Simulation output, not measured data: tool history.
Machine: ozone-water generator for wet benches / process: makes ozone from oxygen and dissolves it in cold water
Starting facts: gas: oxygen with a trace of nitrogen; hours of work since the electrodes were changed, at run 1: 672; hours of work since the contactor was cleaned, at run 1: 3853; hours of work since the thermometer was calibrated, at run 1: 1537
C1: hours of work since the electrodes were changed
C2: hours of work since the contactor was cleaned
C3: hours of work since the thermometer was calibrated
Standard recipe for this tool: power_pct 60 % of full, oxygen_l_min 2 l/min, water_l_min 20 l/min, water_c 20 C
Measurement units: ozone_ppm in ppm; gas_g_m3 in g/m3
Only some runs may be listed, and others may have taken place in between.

Run 1, hour 0: usual settings; C1 672; C2 3853; C3 1537. Result: ozone_ppm 14.8 ppm, gas_g_m3 250.4 g/m3.
Run 2, hour 152.2: usual settings but water_l_min 23 l/min; C1 789; C2 3969; C3 1654. Result: ozone_ppm 12.9 ppm, gas_g_m3 251.8 g/m3.
Run 3, hour 301.4: usual settings but water_l_min 23 l/min; C1 903; C2 4083; C3 1768. Result: ozone_ppm 13 ppm, gas_g_m3 252.1 g/m3.
Run 4, hour 370: usual settings but water_l_min 23 l/min; C1 955; C2 4136; C3 1820. Result: ozone_ppm 12.8 ppm, gas_g_m3 247.3 g/m3.
Run 5, hour 475.7: usual settings but water_l_min 23 l/min; C1 1036; C2 4216; C3 1901. Result: ozone_ppm 12.9 ppm, gas_g_m3 248.3 g/m3.
Run 6, hour 547.1: usual settings but water_l_min 23 l/min; C1 1090; C2 4271; C3 1955. Result: ozone_ppm 13 ppm, gas_g_m3 248.5 g/m3.
Run 7, hour 667.4: usual settings but power_pct 46 % of full, oxygen_l_min 1.82 l/min, water_l_min 12 l/min, water_c 19 C; C1 1182; C2 4363; C3 2047. Result: ozone_ppm 19.9 ppm, gas_g_m3 219.7 g/m3.
Run 8, hour 831.1: usual settings but power_pct 64 % of full, oxygen_l_min 1.75 l/min, water_l_min 16 l/min; C1 1307; C2 4488; C3 2172. Result: ozone_ppm 19.1 ppm, gas_g_m3 284.5 g/m3.
Run 9, hour 981.4: usual settings but oxygen_l_min 2.34 l/min, water_c 28 C; C1 1422; C2 4603; C3 2287. Result: ozone_ppm 14 ppm, gas_g_m3 223 g/m3.
Run 10, hour 1141.1: usual settings but power_pct 47 % of full, oxygen_l_min 1.51 l/min, water_l_min 23 l/min, water_c 25 C; C1 1544; C2 4725; C3 2409. Result: ozone_ppm 10.1 ppm, gas_g_m3 251.2 g/m3.

Branching from run 10: 5 alternative next runs. What would each branch give?
At hour 1269.2: contactor cleaned.
Run A, hour 1293.2: usual settings but power_pct 47 % of full, oxygen_l_min 2.73 l/min, water_l_min 14 l/min, water_c 13 C; C1 1657; C2 18; C3 2522. Result: ozone_ppm ?, gas_g_m3 ?.
At hour 1269.2: contactor cleaned.
Run B, hour 1293.2: usual settings but oxygen_l_min 1.79 l/min, water_l_min 29 l/min, water_c 18 C; C1 1657; C2 18; C3 2522. Result: ozone_ppm ?, gas_g_m3 ?.
At hour 1269.2: contactor cleaned.
Run C, hour 1293.2: usual settings but power_pct 40 % of full, water_c 17 C; C1 1657; C2 18; C3 2522. Result: ozone_ppm ?, gas_g_m3 ?.
At hour 1269.2: contactor cleaned.
Run D, hour 1293.2: usual settings but power_pct 70 % of full, oxygen_l_min 1.31 l/min, water_l_min 32 l/min, water_c 25 C; C1 1657; C2 18; C3 2522. Result: ozone_ppm ?, gas_g_m3 ?.
At hour 1269.2: contactor cleaned.
Run E, hour 1293.2: usual settings but power_pct 66 % of full, oxygen_l_min 1.7 l/min, water_l_min 23 l/min, water_c 18 C; C1 1657; C2 18; C3 2522. Result: ozone_ppm ?, gas_g_m3 ?.

run  ozone_ppm  gas_g_m3
  A       18.7     168.5
  B       10.2     266.5
  C       11.2     185.3
  D        9.4     368.1
  E       13.7     297.5
Without the tool's unlogged condition, the same runs would have read:
run  ozone_ppm  gas_g_m3
  A       18.7     170.7
  B       10.2       270
  C       11.2     187.8
  D        9.4     372.9
  E       13.7     301.4

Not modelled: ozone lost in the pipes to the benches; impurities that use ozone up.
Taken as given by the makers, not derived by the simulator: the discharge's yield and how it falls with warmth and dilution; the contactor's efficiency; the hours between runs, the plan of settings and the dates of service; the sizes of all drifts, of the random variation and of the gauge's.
